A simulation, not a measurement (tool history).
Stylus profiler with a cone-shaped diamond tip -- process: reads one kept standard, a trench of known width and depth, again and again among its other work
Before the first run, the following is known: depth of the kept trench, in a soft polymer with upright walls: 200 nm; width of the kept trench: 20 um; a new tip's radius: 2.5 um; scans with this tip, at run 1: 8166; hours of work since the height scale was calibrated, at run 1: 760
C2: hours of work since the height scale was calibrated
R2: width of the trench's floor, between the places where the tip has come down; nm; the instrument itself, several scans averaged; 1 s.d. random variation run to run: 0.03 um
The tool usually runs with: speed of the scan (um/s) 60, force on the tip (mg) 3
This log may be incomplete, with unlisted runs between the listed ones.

Run 1, day 0: usual settings; scans with this tip 8166; C2 760. Result: depth of the trench (nm) 201.37, R2 16880 nm.
Run 2, day 3.471: usual settings; scans with this tip 8743; C2 814. Result: depth of the trench (nm) 201.52, R2 16860 nm.
Run 3, day 6.921: usual settings; scans with this tip 9317; C2 867. Result: depth of the trench (nm) 201.61, R2 16800 nm.
Run 4, day 10.967: usual settings; scans with this tip 9991; C2 930. Result: depth of the trench (nm) 201.48, R2 16780 nm.
Run 5, day 13.533: usual settings; scans with this tip 10417; C2 969. Result: depth of the trench (nm) 201.4, R2 16750 nm.
Run 6, day 17.088: usual settings; scans with this tip 11009; C2 1024. Result: depth of the trench (nm) 201.43, R2 16770 nm.
Run 7, day 19.629: usual settings; scans with this tip 11432; C2 1064. Result: depth of the trench (nm) 201.39, R2 16690 nm.
Run 8, day 22.229: usual settings; scans with this tip 11864; C2 1104. Result: depth of the trench (nm) 201.42, R2 16620 nm.
Run 9, day 25.404: usual settings but speed of the scan (um/s) 136; scans with this tip 12393; C2 1153. Result: depth of the trench (nm) 201.24, R2 16240 nm.
At day 29.829: new tip fitted, height scale calibrated.
Run 10, day 30.442: usual settings; scans with this tip 102; C2 9. Result: depth of the trench (nm) 202.4, R2 17800 nm.
Run 11, day 33.433: usual settings; scans with this tip 600; C2 56. Result: depth of the trench (nm) 202.36, R2 17740 nm.
Run 12, day 37.196: usual settings; scans with this tip 1226; C2 114. Result: depth of the trench (nm) 202.23, R2 17650 nm.
Run 13, day 40.108: usual settings; scans with this tip 1711; C2 159. Result: depth of the trench (nm) 202.2, R2 17560 nm.
Run 14, day 45.712: usual settings; scans with this tip 2643; C2 246. Result: depth of the trench (nm) 202.02, R2 17500 nm.
Run 15, day 50.717: usual settings but force on the tip (mg) 7.66; scans with this tip 3476; C2 323. Result: depth of the trench (nm) 203.91, R2 17480 nm.
Run 16, day 53.512: usual settings but force on the tip (mg) 7.66; scans with this tip 3941; C2 367. Result: depth of the trench (nm) 203.73, R2 17430 nm.
At day 53.892: height scale calibrated on a step standard.
Run 17, day 58.496: usual settings but force on the tip (mg) 7.66; scans with this tip 4766; C2 71. Result: depth of the trench (nm) 203.69, R2 17360 nm.
At day 62.004: height scale calibrated on a step standard, once more.
Run 18, day 62.833: usual settings but force on the tip (mg) 7.66; scans with this tip 5485; C2 13. Result: depth of the trench (nm) 204.01, R2 17230 nm.
Run 19, day 68.404: usual settings but force on the tip (mg) 7.66; scans with this tip 6412; C2 99. Result: depth of the trench (nm) 204.06, R2 17200 nm.
Run 20, day 73.629: usual settings but force on the tip (mg) 7.66; scans with this tip 7281; C2 180. Result: depth of the trench (nm) 204.04, R2 17130 nm.
Run 21, day 77.029: usual settings but force on the tip (mg) 1.4; scans with this tip 7847; C2 233. Result: depth of the trench (nm) 201.23, R2 16880 nm.
Run 22, day 79.412: usual settings but speed of the scan (um/s) 17; scans with this tip 8244; C2 270. Result: depth of the trench (nm) 202.04, R2 17120 nm.
Run 23, day 82.025: usual settings but speed of the scan (um/s) 17; scans with this tip 8678; C2 310. Result: depth of the trench (nm) 201.9, R2 17100 nm.
Run 24, day 84.504: usual settings but speed of the scan (um/s) 17; scans with this tip 9091; C2 348. Result: depth of the trench (nm) 201.87, R2 17080 nm.
Run 25, day 88.862: usual settings but speed of the scan (um/s) 82, force on the tip (mg) 5.82; scans with this tip 9816; C2 416. Result: depth of the trench (nm) 203.17, R2 16850 nm.
Run 26, day 92.95: usual settings but speed of the scan (um/s) 82, force on the tip (mg) 5.82; scans with this tip 10496; C2 479. Result: depth of the trench (nm) 203.03, R2 16780 nm.
Run 27, day 95.775: usual settings but speed of the scan (um/s) 82, force on the tip (mg) 3.27; scans with this tip 10966; C2 523. Result: depth of the trench (nm) 201.82, R2 16670 nm.
Run 28, day 99.708: usual settings but speed of the scan (um/s) 82, force on the tip (mg) 3.27; scans with this tip 11620; C2 584. Result: depth of the trench (nm) 201.85, R2 16620 nm.
Run 29, day 102.792: usual settings but speed of the scan (um/s) 82, force on the tip (mg) 3.27; scans with this tip 12134; C2 632. Result: depth of the trench (nm) 201.74, R2 16620 nm.
Run 30, day 106.729: usual settings but speed of the scan (um/s) 189, force on the tip (mg) 3.89; scans with this tip 12789; C2 693. Result: depth of the trench (nm) 201.75, R2 16180 nm.
At day 108.575: new tip fitted, height scale calibrated.
Run 31, day 110.85: usual settings but speed of the scan (um/s) 167, force on the tip (mg) 6.13; scans with this tip 379; C2 35. Result: depth of the trench (nm) 203.63, R2 17510 nm.
Run 32, day 116.383: usual settings but force on the tip (mg) 1.84; scans with this tip 1299; C2 121. Result: depth of the trench (nm) 201.48, R2 17550 nm.
Run 33, day 121.446: usual settings but speed of the scan (um/s) 33, force on the tip (mg) 2.3; scans with this tip 2142; C2 199. Result: depth of the trench (nm) 201.66, R2 17660 nm.
Run 34, day 123.896: usual settings but force on the tip (mg) 8.74; scans with this tip 2549; C2 237. Result: depth of the trench (nm) 204.38, R2 17560 nm.
Run 35, day 127.167: usual settings but speed of the scan (um/s) 142, force on the tip (mg) 5.16; scans with this tip 3093; C2 288. Result: depth of the trench (nm) 203.04, R2 17160 nm.
Run 36, day 132.3: usual settings but speed of the scan (um/s) 142, force on the tip (mg) 5.16; scans with this tip 3948; C2 367. Result: depth of the trench (nm) 202.96, R2 17190 nm.
Run 37, day 136.396: usual settings but speed of the scan (um/s) 172, force on the tip (mg) 1.06; scans with this tip 4629; C2 431. Result: depth of the trench (nm) 200.74, R2 16350 nm.
Run 38, day 141.783: usual settings but speed of the scan (um/s) 59, force on the tip (mg) 1.48; scans with this tip 5525; C2 514. Result: depth of the trench (nm) 201.12, R2 17130 nm.
Run 39, day 144.438: usual settings but speed of the scan (um/s) 59, force on the tip (mg) 1.48; scans with this tip 5967; C2 555. Result: depth of the trench (nm) 201.02, R2 17030 nm.
Run 40, day 148.592: usual settings but speed of the scan (um/s) 32, force on the tip (mg) 1.14; scans with this tip 6659; C2 620. Result: depth of the trench (nm) 200.65, R2 17080 nm.
Run 41, day 151.629: usual settings but speed of the scan (um/s) 36, force on the tip (mg) 1.55; scans with this tip 7164; C2 667. Result: depth of the trench (nm) 200.83, R2 17130 nm.
Run 42, day 155.029: usual settings but speed of the scan (um/s) 74, force on the tip (mg) 7.8; scans with this tip 7730; C2 719. Result: depth of the trench (nm) 203.64, R2 17130 nm.
Run 43, day 159.45: usual settings but speed of the scan (um/s) 48, force on the tip (mg) 1.61; scans with this tip 8465; C2 788. Result: depth of the trench (nm) 200.99, R2 16980 nm.
Run 44, day 161.746: usual settings but speed of the scan (um/s) 102, force on the tip (mg) 7.38; scans with this tip 8847; C2 823. Result: depth of the trench (nm) 203.51, R2 16910 nm.
Run 45, day 166.925: usual settings but speed of the scan (um/s) 201, force on the tip (mg) 6.93; scans with this tip 9709; C2 903. Result: depth of the trench (nm) 203.49, R2 16560 nm.

Hidden condition of the tool, last listed run before each entry between runs versus first listed run after:
After run 9, before run 10: new tip fitted, height scale calibrated (day 29.829)
  radius of the tip, um: 6.39 -> 2.54; height scale over the true one, %: -0.48 -> 0.023
  measured result minus the result with no hidden state, depth of the trench (nm): -0.97 -> +0.05; R2: -1220 -> -10 nm
After run 16, before run 17: height scale calibrated on a step standard (day 53.892)
  radius of the tip, um: 3.7 -> 3.94; height scale over the true one, %: -0.134 -> -0.184
  measured result minus the result with no hidden state, depth of the trench (nm): -0.28 -> -0.38; R2: -440 -> -510 nm
After run 17, before run 18: height scale calibrated on a step standard, once more (day 62.004)
  radius of the tip, um: 3.94 -> 4.13; height scale over the true one, %: -0.184 -> -0.043
  measured result minus the result with no hidden state, depth of the trench (nm): -0.38 -> -0.08; R2: -510 -> -580 nm
After run 30, before run 31: new tip fitted, height scale calibrated (day 108.575)
  radius of the tip, um: 6.22 -> 2.66; height scale over the true one, %: -0.336 -> 0.027
  measured result minus the result with no hidden state, depth of the trench (nm): -0.68 -> +0.05; R2: -1170 -> -60 nm
